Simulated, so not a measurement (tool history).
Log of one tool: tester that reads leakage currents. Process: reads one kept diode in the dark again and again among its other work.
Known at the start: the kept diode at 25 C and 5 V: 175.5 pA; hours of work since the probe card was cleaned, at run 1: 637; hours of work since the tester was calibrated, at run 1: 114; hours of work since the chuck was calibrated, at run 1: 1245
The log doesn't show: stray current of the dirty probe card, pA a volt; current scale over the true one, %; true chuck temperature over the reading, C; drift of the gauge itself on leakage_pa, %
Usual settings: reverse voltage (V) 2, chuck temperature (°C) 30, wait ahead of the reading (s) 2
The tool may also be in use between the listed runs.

run   hour  reverse voltage (V)  chuck temperature (°C)  wait ahead of the reading (s)  hours of work since the probe card was cleaned  hours of work since the tester was calibrated  hours of work since the chuck was calibrated  current that the tester gives (pA)
  1      0                    2                      30                              2                                             637                                            114                                          1245                              181.39
  2   17.6                    2                      30                              2                                             646                                            123                                          1254                              181.69
  3   53.2                    2                      30                              2                                             664                                            141                                          1272                              181.69
  4   75.3                    2                      30                              2                                             676                                            152                                          1284                              182.02
  5  101.7                    2                      30                              2                                             689                                            166                                          1297                              182.06
  6  126.3                    2                      30                              2                                             702                                            178                                          1310                              182.08
  7    148                    2                      22                              2                                             713                                            189                                          1321                               85.69
  8  176.8                    2                      49                              2                                             727                                            204                                          1335                              959.84
  9  194.5                    2                      49                              2                                             736                                            213                                          1344                              954.59
 10  210.1                    2                      30                              2                                             744                                            221                                          1352                              181.39
     216.4  -- probe card cleaned and baked
 11  244.4                    2                      30                              2                                              14                                            237                                          1368                              182.44
 12  280.9                    2                      30                              2                                              33                                            255                                          1387                              182.44
 13  303.4                    2                      30                              2                                              44                                            267                                          1398                              180.66
     329.9  -- probe card cleaned and baked, once more
 14    339                    2                      30                              2                                               5                                            283                                          1415                              177.39
 15    358                    2                      30                           1.03                                              14                                            293                                          1424                              178.74
 16  380.4                    2                      30                            2.3                                              26                                            304                                          1436                              177.94
 17  412.2                12.83                      30                              2                                              42                                            321                                          1452                              431.09
 18  433.3                    2                      30                              2                                              53                                            331                                          1463                               177.4
 19  449.4                    2                      30                              2                                              61                                            339                                          1471                              176.67
 20  485.3                    2                      30                              2                                              79                                            358                                          1489                              177.89
 21  517.3                    2                      30                           3.51                                              95                                            374                                          1505                              177.21
 22  539.8                 4.27                      25                           3.51                                             107                                            385                                          1517                              158.94
 23  557.5                 4.27                      25                           3.51                                             116                                            394                                          1526                              158.95
 24    579                 4.27                      25                           3.51                                             127                                            405                                          1537                              158.81
 25  595.3                 4.27                      25                           3.51                                             135                                            414                                          1545                              159.06
 26  611.9                 4.27                      25                           3.92                                             143                                            422                                          1554                              159.44
 27  642.9                 3.45                      38                           2.22                                             159                                            438                                          1569                              479.51
 28  664.8                13.35                      33                           0.57                                             170                                            449                                          1580                              589.55
 29  688.2                 11.2                      45                           2.16                                             182                                            461                                          1592                             1544.01
 30  722.5                    2                      30                           0.62                                             200                                            478                                          1610                              178.54
 31  743.6                 19.7                      32                           3.05                                             210                                            489                                          1621                              642.92
 32    766                 19.7                      32                           3.05                                             222                                            500                                          1632                               641.8
 33  798.1                 6.59                      27                           1.04                                             238                                            517                                          1648                              238.92
 34  820.8                12.49                      48                           4.59                                             250                                            528                                          1660                             2090.51
 35  855.8                12.49                      48                           4.59                                             268                                            546                                          1678                             2080.31
 36  879.7                12.49                      48                           4.59                                             280                                            558                                          1690                             2082.79
 37  910.8                 3.72                      55                           2.48                                             296                                            574                                          1706                             2072.14
 38  929.6                 3.72                      55                           2.48                                             305                                            584                                          1715                             2075.98
 39  959.5                 3.72                      55                           2.48                                             320                                            599                                          1730                              2068.9

Some steps in current that the tester gives (pA) between neighbouring runs. How much of each would the tool show without its hidden state too (settings, what came in, random variation), and how much is left for the hidden state, with any gauge scatter that isn't in both results?
Run 28 -> 29: reverse voltage (V) 13.35 -> 11.2, chuck temperature (°C) 33 -> 45, wait ahead of the reading (s) 0.57 -> 2.16. current that the tester gives (pA) +954.46: hidden state -30.4, all else +984.86.
Run 29 -> 30: reverse voltage (V) 11.2 -> 2, chuck temperature (°C) 45 -> 30, wait ahead of the reading (s) 2.16 -> 0.62. current that the tester gives (pA) -1365.47: hidden state +40.1, all else -1405.57.
Run 33 -> 34: reverse voltage (V) 6.59 -> 12.49, chuck temperature (°C) 27 -> 48, wait ahead of the reading (s) 1.04 -> 4.59. current that the tester gives (pA) +1851.59: hidden state -59.04, all else +1910.63.
